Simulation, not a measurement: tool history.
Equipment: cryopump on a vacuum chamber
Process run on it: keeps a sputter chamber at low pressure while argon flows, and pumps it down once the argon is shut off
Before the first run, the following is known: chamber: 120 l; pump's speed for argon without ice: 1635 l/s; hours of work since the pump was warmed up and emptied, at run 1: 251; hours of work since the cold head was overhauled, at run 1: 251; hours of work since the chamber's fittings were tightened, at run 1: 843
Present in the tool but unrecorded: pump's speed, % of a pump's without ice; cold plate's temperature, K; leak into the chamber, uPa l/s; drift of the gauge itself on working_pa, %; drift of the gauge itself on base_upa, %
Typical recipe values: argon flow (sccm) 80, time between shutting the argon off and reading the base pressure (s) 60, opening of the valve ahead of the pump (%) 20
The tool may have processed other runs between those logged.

run,day,argon flow (sccm),time between shutting the argon off and reading the base pressure (s),opening of the valve ahead of the pump (%),hours of work since the pump was warmed up and emptied,hours of work since the cold head was overhauled,hours of work since the chamber's fittings were tightened,pressure while argon flows (Pa),pressure after the wait (uPa)
1,0,80,60,20,251,251,843,0.4253,1.52
2,0.712,51,60,20,265,265,857,0.2706,1.51
3,1.338,51,60,20,278,278,870,0.2717,1.51
4,2.321,51,60,20,297,297,890,0.2716,1.5
5,3.025,80,78,20,312,312,904,0.43,1.25
6,4.125,80,78,20,334,334,926,0.4278,1.25
7,4.808,80,78,20,348,348,940,0.4299,1.27
8,5.771,80,60,20,367,367,959,0.4294,1.54
9,6.542,80,236,20,383,383,975,0.4313,0.63
10,7.175,80,60,20,395,395,988,0.434,1.59
11,7.942,80,60,20,411,411,1003,0.4357,1.57
12,9.088,80,60,20,434,434,1026,0.4332,1.6
13,10.175,80,60,20,456,456,1048,0.4359,1.58
14,10.917,80,158,20,471,471,1063,0.44,0.87
15,11.429,80,60,22,481,481,1074,0.4021,1.58
16,12.171,80,60,22,496,496,1089,0.4025,1.64
17,12.871,80,60,29,511,511,1103,0.3135,1.64
18,13.575,44,258,19,525,525,1117,0.2566,0.69
19,14.304,44,258,19,539,539,1132,0.2536,0.73
20,14.783,127,258,19,549,549,1141,0.7373,0.72
21,15.717,152,26,19,568,568,1160,0.8873,3.25
22,16.442,80,74,20,583,583,1175,0.4495,1.42
23,17.212,80,156,20,598,598,1190,0.4525,0.92
24,18.083,80,128,20,616,616,1208,0.4519,1.02
25,18.817,77,60,20,631,631,1223,0.4373,1.64
# day 19.708: pump warmed up, emptied and cooled again
26,20.062,80,142,20,7,651,1244,0.4149,0.81
27,20.592,58,60,20,18,662,1254,0.2998,1.51
28,21.708,58,60,20,40,685,1277,0.3008,1.5
29,22.658,58,60,20,60,704,1296,0.3031,1.53
30,23.492,58,60,20,76,721,1313,0.3027,1.54
31,24.417,70,32,43,95,739,1332,0.172,2.6
32,25.029,70,32,39,107,752,1344,0.1904,2.59
33,25.667,70,32,39,120,765,1357,0.1894,2.58

Hidden state or all else? Some run-to-run changes of pressure while argon flows (Pa), split into what the settings, what came in and random variation would give without the hidden state, and what is left for the hidden state (with any gauge scatter that isn't in both results):
Run 4 -> 5: argon flow (sccm) 51 -> 80, time between shutting the argon off and reading the base pressure (s) 60 -> 78. pressure while argon flows (Pa) +0.1584: hidden state +0.0059, all else +0.1525.
Run 19 -> 20: argon flow (sccm) 44 -> 127. pressure while argon flows (Pa) +0.4837: hidden state +0.0329, all else +0.4508.
Run 21 -> 22: argon flow (sccm) 152 -> 80, time between shutting the argon off and reading the base pressure (s) 26 -> 74, opening of the valve ahead of the pump (%) 19 -> 20. pressure while argon flows (Pa) -0.4378: hidden state -0.0279, all else -0.4099.
Run 25 -> 26: argon flow (sccm) 77 -> 80, time between shutting the argon off and reading the base pressure (s) 60 -> 142, pump warmed up, emptied and cooled again. pressure while argon flows (Pa) -0.0224: hidden state -0.0363, all else +0.0139.

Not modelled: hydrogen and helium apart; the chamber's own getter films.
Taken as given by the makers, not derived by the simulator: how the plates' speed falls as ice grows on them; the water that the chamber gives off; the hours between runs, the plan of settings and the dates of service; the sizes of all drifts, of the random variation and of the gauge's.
